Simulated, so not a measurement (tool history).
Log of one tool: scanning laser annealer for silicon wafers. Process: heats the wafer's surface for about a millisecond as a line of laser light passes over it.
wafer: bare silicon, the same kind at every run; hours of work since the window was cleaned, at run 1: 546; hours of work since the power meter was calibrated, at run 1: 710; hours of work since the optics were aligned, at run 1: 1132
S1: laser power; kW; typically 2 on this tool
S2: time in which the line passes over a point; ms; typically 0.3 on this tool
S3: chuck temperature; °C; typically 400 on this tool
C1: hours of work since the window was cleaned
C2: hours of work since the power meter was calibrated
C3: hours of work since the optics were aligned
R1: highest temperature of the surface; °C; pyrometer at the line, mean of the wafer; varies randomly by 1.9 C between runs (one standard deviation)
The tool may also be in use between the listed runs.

run 1 hour=0 | S1=2 S2=0.3 S3=400 | C1=546 C2=710 C3=1132 | R1=1146
run 2 hour=30 | S1=2 S2=0.3 S3=400 | C1=570 C2=734 C3=1155 | R1=1147
run 3 hour=76.3 | S1=2 S2=0.3 S3=400 | C1=607 C2=771 C3=1192 | R1=1142
run 4 hour=101.4 | S1=2 S2=0.3 S3=400 | C1=626 C2=791 C3=1212 | R1=1142
-- hour=130.7 window over the wafer cleaned
run 5 hour=130.7 | S1=2 S2=0.3 S3=413 | C1=0 C2=813 C3=1234 | R1=1148
run 6 hour=162.6 | S1=2 S2=0.3 S3=413 | C1=25 C2=838 C3=1259 | R1=1146
run 7 hour=192.1 | S1=2 S2=0.3 S3=413 | C1=49 C2=861 C3=1283 | R1=1144
run 8 hour=238.2 | S1=2 S2=0.3 S3=413 | C1=85 C2=898 C3=1319 | R1=1143
run 9 hour=280.2 | S1=2 S2=0.3 S3=400 | C1=119 C2=931 C3=1353 | R1=1131
-- hour=307.8 optics aligned, line set to its width
run 10 hour=327.5 | S1=2 S2=0.3 S3=400 | C1=152 C2=965 C3=16 | R1=1147
-- hour=344.3 window over the wafer cleaned, once more
run 11 hour=366.3 | S1=2 S2=0.3 S3=370 | C1=17 C2=994 C3=45 | R1=1147
run 12 hour=406.5 | S1=2 S2=0.3 S3=370 | C1=49 C2=1026 C3=77 | R1=1144
run 13 hour=455 | S1=2 S2=0.321 S3=400 | C1=88 C2=1065 C3=115 | R1=1196
run 14 hour=485 | S1=2 S2=0.321 S3=400 | C1=112 C2=1089 C3=139 | R1=1189
run 15 hour=532.4 | S1=2 S2=0.321 S3=400 | C1=149 C2=1126 C3=177 | R1=1191
run 16 hour=574.4 | S1=2 S2=0.321 S3=400 | C1=183 C2=1160 C3=210 | R1=1192
run 17 hour=606.2 | S1=2 S2=0.3 S3=400 | C1=208 C2=1185 C3=236 | R1=1165
run 18 hour=654.7 | S1=2 S2=0.3 S3=400 | C1=247 C2=1224 C3=274 | R1=1165
run 19 hour=696.7 | S1=2 S2=0.21 S3=400 | C1=280 C2=1257 C3=307 | R1=1057
run 20 hour=743 | S1=2 S2=0.21 S3=400 | C1=317 C2=1294 C3=344 | R1=1053
run 21 hour=763.3 | S1=1.945 S2=0.21 S3=400 | C1=333 C2=1310 C3=360 | R1=1039
run 22 hour=810.8 | S1=1.945 S2=0.21 S3=400 | C1=371 C2=1348 C3=398 | R1=1034
run 23 hour=853.3 | S1=1.945 S2=0.21 S3=400 | C1=404 C2=1381 C3=432 | R1=1036
run 24 hour=901.1 | S1=1.732 S2=0.278 S3=400 | C1=442 C2=1419 C3=470 | R1=1034
run 25 hour=939 | S1=1.787 S2=0.3 S3=396 | C1=473 C2=1449 C3=500 | R1=1073
run 26 hour=970.1 | S1=2 S2=0.219 S3=435 | C1=497 C2=1474 C3=525 | R1=1096
run 27 hour=1012.7 | S1=2 S2=0.219 S3=435 | C1=531 C2=1508 C3=559 | R1=1093
run 28 hour=1043.4 | S1=2.072 S2=0.3 S3=401 | C1=555 C2=1532 C3=583 | R1=1177
run 29 hour=1090.8 | S1=1.922 S2=0.261 S3=401 | C1=593 C2=1570 C3=621 | R1=1080
run 30 hour=1112.4 | S1=2.135 S2=0.218 S3=414 | C1=610 C2=1587 C3=638 | R1=1110
run 31 hour=1145.1 | S1=2.117 S2=0.371 S3=371 | C1=636 C2=1613 C3=664 | R1=1236
-- hour=1164.5 window over the wafer cleaned
run 32 hour=1182 | S1=2.03 S2=0.232 S3=428 | C1=14 C2=1641 C3=691 | R1=1125
run 33 hour=1212.6 | S1=1.873 S2=0.244 S3=430 | C1=38 C2=1665 C3=716 | R1=1089
run 34 hour=1240.4 | S1=1.873 S2=0.244 S3=430 | C1=60 C2=1687 C3=738 | R1=1088
run 35 hour=1266.2 | S1=2.185 S2=0.224 S3=400 | C1=81 C2=1708 C3=758 | R1=1135
run 36 hour=1288.1 | S1=2.185 S2=0.224 S3=400 | C1=98 C2=1725 C3=776 | R1=1134
run 37 hour=1317.2 | S1=2 S2=0.378 S3=400 | C1=121 C2=1748 C3=799 | R1=1239

3 ways to go on from here, each from the tool as it stands after run 37. What would each give?
run A hour=1344.9 | S1=2.194 S2=0.378 S3=414 | C1=143 C2=1770 C3=821 | R1=?
run B hour=1344.9 | S1=1.963 S2=0.268 S3=400 | C1=143 C2=1770 C3=821 | R1=?
run C hour=1344.9 | S1=2.182 S2=0.3 S3=400 | C1=143 C2=1770 C3=821 | R1=?

run=A R1=1332
run=B R1=1115
run=C R1=1227
With no hidden state in the tool, these same runs would have given:
run=A R1=1348
run=B R1=1128
run=C R1=1242
